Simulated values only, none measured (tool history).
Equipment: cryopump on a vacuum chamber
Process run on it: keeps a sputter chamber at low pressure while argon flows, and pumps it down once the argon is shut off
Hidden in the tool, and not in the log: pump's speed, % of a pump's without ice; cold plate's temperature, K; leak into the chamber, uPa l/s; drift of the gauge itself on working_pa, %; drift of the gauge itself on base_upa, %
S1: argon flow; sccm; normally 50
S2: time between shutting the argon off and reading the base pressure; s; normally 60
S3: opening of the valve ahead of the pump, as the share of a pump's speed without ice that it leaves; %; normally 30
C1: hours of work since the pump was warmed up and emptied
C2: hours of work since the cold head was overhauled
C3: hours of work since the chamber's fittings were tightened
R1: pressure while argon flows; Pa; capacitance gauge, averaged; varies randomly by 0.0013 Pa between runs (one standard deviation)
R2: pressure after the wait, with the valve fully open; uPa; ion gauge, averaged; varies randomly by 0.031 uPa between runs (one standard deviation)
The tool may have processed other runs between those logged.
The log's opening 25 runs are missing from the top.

-- hour=819.5 leaking fittings of the chamber tightened, without venting
run 26 hour=823.3 | S1=49 S2=60 S3=53 | C1=59 C2=874 C3=3 | R1=0.1683 R2=1.66
run 27 hour=861.8 | S1=49 S2=36 S3=54 | C1=92 C2=907 C3=37 | R1=0.1678 R2=2.53
run 28 hour=886.0 | S1=50 S2=44 S3=30 | C1=113 C2=928 C3=57 | R1=0.3036 R2=2.22
run 29 hour=905.2 | S1=50 S2=44 S3=30 | C1=130 C2=945 C3=74 | R1=0.3065 R2=2.23
run 30 hour=945.3 | S1=50 S2=30 S3=30 | C1=164 C2=979 C3=109 | R1=0.3057 R2=3.12
run 31 hour=971.1 | S1=50 S2=127 S3=25 | C1=187 C2=1002 C3=131 | R1=0.3703 R2=1.29
run 32 hour=996.5 | S1=50 S2=127 S3=25 | C1=209 C2=1023 C3=153 | R1=0.3705 R2=1.26
run 33 hour=1015.6 | S1=30 S2=24 S3=30 | C1=225 C2=1040 C3=169 | R1=0.1848 R2=3.86
run 34 hour=1048.7 | S1=30 S2=24 S3=30 | C1=254 C2=1069 C3=198 | R1=0.1880 R2=3.95
run 35 hour=1087.5 | S1=93 S2=60 S3=30 | C1=287 C2=1102 C3=231 | R1=0.5761 R2=2.21

Alternative continuations, all from the tool just after run 35; predict every row:
run A hour=1115.3 | S1=93 S2=60 S3=16 | C1=311 C2=1126 C3=255 | R1=? R2=?
run B hour=1115.3 | S1=93 S2=60 S3=25 | C1=311 C2=1126 C3=255 | R1=? R2=?
run C hour=1115.3 | S1=85 S2=60 S3=30 | C1=311 C2=1126 C3=255 | R1=? R2=?

run=A R1=1.0681 R2=2.26
run=B R1=0.6965 R2=2.19
run=C R1=0.5314 R2=2.27
The same runs, with their run-to-run variation unchanged, on a tool lacking any hidden condition would have given:
run=A R1=1.0423 R2=1.57
run=B R1=0.6705 R2=1.51
run=C R1=0.5078 R2=1.57

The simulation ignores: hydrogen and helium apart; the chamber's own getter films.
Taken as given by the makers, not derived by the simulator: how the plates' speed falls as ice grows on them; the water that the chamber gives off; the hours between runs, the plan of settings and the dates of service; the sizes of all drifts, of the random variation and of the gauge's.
